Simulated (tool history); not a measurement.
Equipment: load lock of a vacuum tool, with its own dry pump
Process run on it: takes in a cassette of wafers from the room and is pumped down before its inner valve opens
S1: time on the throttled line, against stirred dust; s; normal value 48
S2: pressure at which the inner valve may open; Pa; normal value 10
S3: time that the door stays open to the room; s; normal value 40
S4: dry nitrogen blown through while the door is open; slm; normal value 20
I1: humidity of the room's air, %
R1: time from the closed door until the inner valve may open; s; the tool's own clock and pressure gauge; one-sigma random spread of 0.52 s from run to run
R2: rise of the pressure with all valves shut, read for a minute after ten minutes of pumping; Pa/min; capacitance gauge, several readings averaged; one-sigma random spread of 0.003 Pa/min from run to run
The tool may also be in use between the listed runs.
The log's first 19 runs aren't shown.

run 20 hour=2349.2 | S1=48 S2=10 S3=117 S4=20 | I1=46.0 | R1=73.8 R2=0.050
run 21 hour=2498.8 | S1=45 S2=19 S3=142 S4=5 | I1=43.3 | R1=69.6 R2=0.063
run 22 hour=2628.4 | S1=45 S2=19 S3=142 S4=5 | I1=45.8 | R1=69.2 R2=0.070
run 23 hour=2716.1 | S1=45 S2=20 S3=142 S4=22 | I1=43.8 | R1=69.2 R2=0.053
run 24 hour=2821.0 | S1=45 S2=20 S3=142 S4=22 | I1=45.3 | R1=69.7 R2=0.058
run 25 hour=2964.9 | S1=45 S2=20 S3=142 S4=22 | I1=43.7 | R1=69.2 R2=0.055
run 26 hour=3115.4 | S1=45 S2=20 S3=142 S4=22 | I1=46.2 | R1=70.4 R2=0.060
run 27 hour=3230.1 | S1=45 S2=20 S3=142 S4=22 | I1=41.6 | R1=69.5 R2=0.059
run 28 hour=3388.4 | S1=45 S2=8 S3=65 S4=18 | I1=43.8 | R1=73.0 R2=0.044
run 29 hour=3552.7 | S1=45 S2=8 S3=65 S4=18 | I1=43.8 | R1=73.1 R2=0.044
run 30 hour=3676.1 | S1=45 S2=12 S3=91 S4=9 | I1=42.9 | R1=72.2 R2=0.057
run 31 hour=3789.9 | S1=27 S2=9 S3=79 S4=10 | I1=45.4 | R1=58.9 R2=0.058
run 32 hour=3941.0 | S1=48 S2=10 S3=43 S4=27 | I1=43.1 | R1=75.8 R2=0.045
run 33 hour=4045.6 | S1=48 S2=10 S3=43 S4=27 | I1=45.4 | R1=74.5 R2=0.038
-- hour=4183.3 dry pump taken out, an overhauled one fitted
run 34 hour=4188.7 | S1=36 S2=8 S3=40 S4=20 | I1=42.4 | R1=61.1 R2=0.041
run 35 hour=4272.8 | S1=36 S2=8 S3=40 S4=20 | I1=43.6 | R1=61.7 R2=0.046
run 36 hour=4348.4 | S1=36 S2=15 S3=40 S4=9 | I1=45.6 | R1=59.8 R2=0.050

Branching from run 36: 3 alternative next runs. What would each branch give?
run A hour=4437.7 | S1=36 S2=15 S3=40 S4=7 | I1=41.6 | R1=? R2=?
run B hour=4437.7 | S1=48 S2=11 S3=40 S4=30 | I1=43.8 | R1=? R2=?
run C hour=4437.7 | S1=48 S2=7 S3=51 S4=20 | I1=47.8 | R1=? R2=?

run=A R1=59.4 R2=0.050
run=B R1=70.4 R2=0.039
run=C R1=72.2 R2=0.047
Stripped of hidden state, with their random variation kept, the same runs would have yielded:
run=A R1=59.4 R2=0.027
run=B R1=70.4 R2=0.016
run=C R1=72.2 R2=0.024
